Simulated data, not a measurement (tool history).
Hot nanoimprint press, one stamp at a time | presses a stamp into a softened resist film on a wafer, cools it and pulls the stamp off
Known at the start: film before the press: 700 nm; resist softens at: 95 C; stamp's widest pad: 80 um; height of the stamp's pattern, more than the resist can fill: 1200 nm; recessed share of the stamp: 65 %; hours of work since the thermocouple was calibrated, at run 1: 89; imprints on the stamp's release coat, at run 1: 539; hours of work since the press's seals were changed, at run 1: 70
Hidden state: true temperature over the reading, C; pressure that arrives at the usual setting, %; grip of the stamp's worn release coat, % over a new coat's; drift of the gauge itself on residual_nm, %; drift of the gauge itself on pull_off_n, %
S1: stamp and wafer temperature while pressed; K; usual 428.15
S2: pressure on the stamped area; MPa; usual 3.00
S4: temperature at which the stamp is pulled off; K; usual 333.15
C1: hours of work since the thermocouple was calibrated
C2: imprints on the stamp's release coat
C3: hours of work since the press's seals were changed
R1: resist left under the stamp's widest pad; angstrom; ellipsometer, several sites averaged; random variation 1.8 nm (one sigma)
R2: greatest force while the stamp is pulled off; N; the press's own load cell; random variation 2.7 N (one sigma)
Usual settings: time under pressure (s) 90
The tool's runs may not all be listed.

run 1 day=0.000 | S1=428.15 S2=3.00 time_under_pressure_(s)=90 S4=333.15 | C1=89 C2=539 C3=70 | R1=3971 R2=150
run 2 day=0.679 | S1=428.15 S2=3.00 time_under_pressure_(s)=90 S4=333.15 | C1=98 C2=572 C3=79 | R1=3930 R2=145
run 3 day=1.408 | S1=428.15 S2=3.00 time_under_pressure_(s)=90 S4=333.15 | C1=108 C2=607 C3=89 | R1=3954 R2=145
run 4 day=1.967 | S1=428.15 S2=3.00 time_under_pressure_(s)=90 S4=333.15 | C1=115 C2=634 C3=96 | R1=3942 R2=150
run 5 day=2.692 | S1=428.15 S2=3.00 time_under_pressure_(s)=90 S4=333.15 | C1=125 C2=669 C3=106 | R1=3952 R2=150
run 6 day=3.446 | S1=428.15 S2=3.00 time_under_pressure_(s)=90 S4=333.15 | C1=135 C2=705 C3=116 | R1=3969 R2=151
run 7 day=3.983 | S1=428.15 S2=3.00 time_under_pressure_(s)=90 S4=333.15 | C1=142 C2=731 C3=123 | R1=3978 R2=158
run 8 day=4.617 | S1=428.15 S2=3.00 time_under_pressure_(s)=90 S4=318.15 | C1=150 C2=762 C3=131 | R1=3989 R2=203
run 9 day=5.062 | S1=428.15 S2=3.00 time_under_pressure_(s)=90 S4=318.15 | C1=156 C2=784 C3=137 | R1=3992 R2=201
run 10 day=5.621 | S1=428.15 S2=3.00 time_under_pressure_(s)=90 S4=318.15 | C1=164 C2=810 C3=144 | R1=4000 R2=191
run 11 day=6.371 | S1=428.15 S2=3.00 time_under_pressure_(s)=90 S4=318.15 | C1=173 C2=847 C3=154 | R1=3978 R2=206
run 12 day=6.992 | S1=428.15 S2=2.02 time_under_pressure_(s)=90 S4=318.15 | C1=182 C2=877 C3=163 | R1=4664 R2=207
run 13 day=7.788 | S1=428.15 S2=3.00 time_under_pressure_(s)=55 S4=333.15 | C1=192 C2=915 C3=173 | R1=4590 R2=157
run 14 day=8.212 | S1=428.15 S2=2.01 time_under_pressure_(s)=90 S4=333.15 | C1=198 C2=936 C3=179 | R1=4671 R2=160
run 15 day=8.862 | S1=428.15 S2=3.00 time_under_pressure_(s)=90 S4=334.15 | C1=206 C2=967 C3=187 | R1=4013 R2=157
run 16 day=9.283 | S1=428.15 S2=3.00 time_under_pressure_(s)=90 S4=334.15 | C1=212 C2=988 C3=193 | R1=4037 R2=157
-- day=9.475 plate thermocouple calibrated
run 17 day=9.788 | S1=428.15 S2=3.00 time_under_pressure_(s)=102 S4=329.15 | C1=4 C2=1006 C3=198 | R1=3913 R2=173
run 18 day=10.333 | S1=428.15 S2=3.00 time_under_pressure_(s)=102 S4=329.15 | C1=11 C2=1032 C3=205 | R1=3914 R2=183
run 19 day=11.162 | S1=428.15 S2=3.00 time_under_pressure_(s)=102 S4=329.15 | C1=22 C2=1072 C3=216 | R1=3963 R2=173
run 20 day=11.879 | S1=431.15 S2=2.62 time_under_pressure_(s)=90 S4=333.15 | C1=32 C2=1107 C3=225 | R1=3899 R2=168
run 21 day=12.229 | S1=431.15 S2=3.96 time_under_pressure_(s)=73 S4=328.15 | C1=36 C2=1124 C3=230 | R1=3542 R2=183
run 22 day=12.979 | S1=429.15 S2=4.57 time_under_pressure_(s)=60 S4=331.15 | C1=46 C2=1160 C3=240 | R1=3760 R2=173
-- day=13.362 plate thermocouple calibrated, once more
run 23 day=13.654 | S1=428.15 S2=3.00 time_under_pressure_(s)=75 S4=333.15 | C1=4 C2=1187 C3=247 | R1=4173 R2=168
run 24 day=14.454 | S1=428.15 S2=3.00 time_under_pressure_(s)=75 S4=333.15 | C1=14 C2=1225 C3=258 | R1=4146 R2=167
run 25 day=15.088 | S1=427.15 S2=2.72 time_under_pressure_(s)=90 S4=333.15 | C1=23 C2=1256 C3=266 | R1=4194 R2=165
run 26 day=15.883 | S1=427.15 S2=2.72 time_under_pressure_(s)=90 S4=333.15 | C1=33 C2=1294 C3=277 | R1=4237 R2=178
run 27 day=16.733 | S1=429.15 S2=2.87 time_under_pressure_(s)=85 S4=325.15 | C1=44 C2=1336 C3=288 | R1=3997 R2=196
-- day=17.329 stamp cleaned and given a new release coat
run 28 day=17.825 | S1=419.15 S2=2.87 time_under_pressure_(s)=45 S4=325.15 | C1=56 C2=24 C3=299 | R1=5889 R2=149
run 29 day=18.671 | S1=419.15 S2=2.87 time_under_pressure_(s)=45 S4=321.15 | C1=67 C2=65 C3=310 | R1=5911 R2=163
run 30 day=19.383 | S1=419.15 S2=1.85 time_under_pressure_(s)=45 S4=336.15 | C1=76 C2=99 C3=320 | R1=6292 R2=128

Hidden state at the last listed run before each entry between runs and at the first one after, where it differs:
Between runs 16 and 17: plate thermocouple calibrated (day 9.475)
  true temperature over the reading, C: -0.89 -> -1.18; pressure that arrives at the usual setting, %: 98.61 -> 98.56; grip of the stamp's worn release coat, % over a new coat's: 23.1 -> 23.6
  measured less the result without the state, R1: +133 -> +169 angstrom; R2: +32 -> +36 N
Between runs 22 and 23: plate thermocouple calibrated, once more (day 13.362)
  true temperature over the reading, C: -1.33 -> -0.17; pressure that arrives at the usual setting, %: 98.22 -> 98.15; grip of the stamp's worn release coat, % over a new coat's: 27.2 -> 27.9
  measured less the result without the state, R1: +204 -> +52 angstrom; R2: +40 -> +37 N
Between runs 27 and 28: stamp cleaned and given a new release coat (day 17.329)
  true temperature over the reading, C: -0.31 -> -0.36; pressure that arrives at the usual setting, %: 97.82 -> 97.73; grip of the stamp's worn release coat, % over a new coat's: 31.5 -> 0.5
  measured less the result without the state, R1: +73 -> +60 angstrom; R2: +48 -> +2 N

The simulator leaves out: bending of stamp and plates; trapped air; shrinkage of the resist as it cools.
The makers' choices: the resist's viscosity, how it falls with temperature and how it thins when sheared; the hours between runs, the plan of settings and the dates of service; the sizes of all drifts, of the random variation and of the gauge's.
